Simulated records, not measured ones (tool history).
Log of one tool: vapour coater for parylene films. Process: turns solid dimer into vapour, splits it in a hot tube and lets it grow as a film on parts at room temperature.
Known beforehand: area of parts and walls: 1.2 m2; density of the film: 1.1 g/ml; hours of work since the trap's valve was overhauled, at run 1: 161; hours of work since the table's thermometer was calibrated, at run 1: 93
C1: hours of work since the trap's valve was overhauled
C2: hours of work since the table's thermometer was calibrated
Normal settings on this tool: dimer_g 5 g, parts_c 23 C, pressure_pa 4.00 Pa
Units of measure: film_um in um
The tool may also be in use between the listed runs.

Run 1, hour 0.0: usual settings; C1 161; C2 93. Result: film_um 1.89 um.
Run 2, hour 11.9: usual settings but parts_c 21 C; C1 168; C2 100. Result: film_um 2.11 um.
Run 3, hour 33.7: usual settings; C1 181; C2 114. Result: film_um 1.92 um.
Run 4, hour 55.1: usual settings; C1 195; C2 127. Result: film_um 1.93 um.
Run 5, hour 71.0: usual settings; C1 204; C2 137. Result: film_um 1.92 um.
Run 6, hour 82.9: usual settings; C1 212; C2 144. Result: film_um 1.92 um.
Run 7, hour 104.3: usual settings; C1 225; C2 157. Result: film_um 1.88 um.
Run 8, hour 113.3: usual settings; C1 230; C2 163. Result: film_um 1.88 um.
Run 9, hour 132.1: usual settings but parts_c 19 C, pressure_pa 9.73 Pa; C1 242; C2 174. Result: film_um 2.08 um.
Run 10, hour 141.8: usual settings but dimer_g 2 g, parts_c 17 C, pressure_pa 4.04 Pa; C1 248; C2 180. Result: film_um 0.96 um.
Run 11, hour 163.0: usual settings but dimer_g 2 g, parts_c 17 C, pressure_pa 4.04 Pa; C1 261; C2 193. Result: film_um 0.96 um.
Run 12, hour 172.1: usual settings but dimer_g 2 g, parts_c 17 C, pressure_pa 4.04 Pa; C1 267; C2 199. Result: film_um 0.95 um.
Run 13, hour 182.3: usual settings but dimer_g 6 g, pressure_pa 2.54 Pa; C1 273; C2 205. Result: film_um 2.35 um.
Run 14, hour 192.6: usual settings but parts_c 28 C, pressure_pa 9.06 Pa; C1 279; C2 212. Result: film_um 1.41 um.
At hour 201.9: trap's valve overhauled.
Run 15, hour 208.8: usual settings but dimer_g 3 g; C1 4; C2 219. Result: film_um 1.20 um.

Forecast each of these 3 alternatives for the next run:
Run A, hour 220.9: usual settings but dimer_g 3 g, parts_c 18 C, pressure_pa 2.76 Pa; C1 12; C2 227. Result: film_um ?.
Run B, hour 220.9: usual settings but dimer_g 2 g, pressure_pa 7.89 Pa; C1 12; C2 227. Result: film_um ?.
Run C, hour 220.9: usual settings but dimer_g 4 g, parts_c 18 C; C1 12; C2 227. Result: film_um ?.

run  film_um
  A     1.54
  B     0.74
  C     1.97
Stripped of hidden state, with their random variation kept, the same runs would have yielded:
run  film_um
  A     1.53
  B     0.74
  C     1.96

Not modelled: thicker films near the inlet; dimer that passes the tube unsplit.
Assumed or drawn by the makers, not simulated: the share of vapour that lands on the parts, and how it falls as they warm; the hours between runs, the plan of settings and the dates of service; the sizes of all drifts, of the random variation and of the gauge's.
